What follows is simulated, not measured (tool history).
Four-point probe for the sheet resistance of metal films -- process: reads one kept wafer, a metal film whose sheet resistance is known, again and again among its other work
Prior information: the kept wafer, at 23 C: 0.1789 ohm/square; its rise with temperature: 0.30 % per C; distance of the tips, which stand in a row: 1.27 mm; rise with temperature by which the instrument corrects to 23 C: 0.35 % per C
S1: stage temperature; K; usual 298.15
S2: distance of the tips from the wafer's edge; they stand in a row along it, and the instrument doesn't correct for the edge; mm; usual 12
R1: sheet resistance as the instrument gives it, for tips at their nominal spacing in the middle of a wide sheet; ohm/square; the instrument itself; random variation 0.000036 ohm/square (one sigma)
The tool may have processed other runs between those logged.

Run 1, hour 0.0: usual settings. Result: R1 0.179289 ohm/square.
Run 2, hour 28.8: usual settings. Result: R1 0.179291 ohm/square.
Run 3, hour 59.0: usual settings. Result: R1 0.179274 ohm/square.
Run 4, hour 78.8: usual settings. Result: R1 0.179294 ohm/square.
Run 5, hour 115.6: usual settings. Result: R1 0.179341 ohm/square.
Run 6, hour 152.2: usual settings. Result: R1 0.179338 ohm/square.
Run 7, hour 175.7: usual settings. Result: R1 0.179339 ohm/square.
Run 8, hour 200.6: usual settings. Result: R1 0.179293 ohm/square.
Run 9, hour 226.3: usual settings. Result: R1 0.179303 ohm/square.
Run 10, hour 256.8: usual settings. Result: R1 0.179284 ohm/square.
Run 11, hour 288.9: usual settings. Result: R1 0.179367 ohm/square.
Run 12, hour 327.3: usual settings but S1 294.15 K. Result: R1 0.179719 ohm/square.
Run 13, hour 362.0: usual settings but S1 294.15 K. Result: R1 0.179669 ohm/square.
Run 14, hour 378.2: usual settings but S1 294.15 K. Result: R1 0.179749 ohm/square.
Run 15, hour 413.7: usual settings but S1 294.15 K. Result: R1 0.179759 ohm/square.
Run 16, hour 453.9: usual settings but S1 293.15 K, S2 5 mm. Result: R1 0.184806 ohm/square.
Run 17, hour 478.8: usual settings but S1 306.15 K, S2 9 mm. Result: R1 0.179494 ohm/square.

Run 18 comes next. What will it give?
Run 18, hour 510.1: usual settings but S1 306.15 K, S2 9 mm. Result: R1 ?.

R1: 0.179566 ohm/square
Had the tool carried no hidden state, the very same run would have given R1 0.179979 ohm/square.

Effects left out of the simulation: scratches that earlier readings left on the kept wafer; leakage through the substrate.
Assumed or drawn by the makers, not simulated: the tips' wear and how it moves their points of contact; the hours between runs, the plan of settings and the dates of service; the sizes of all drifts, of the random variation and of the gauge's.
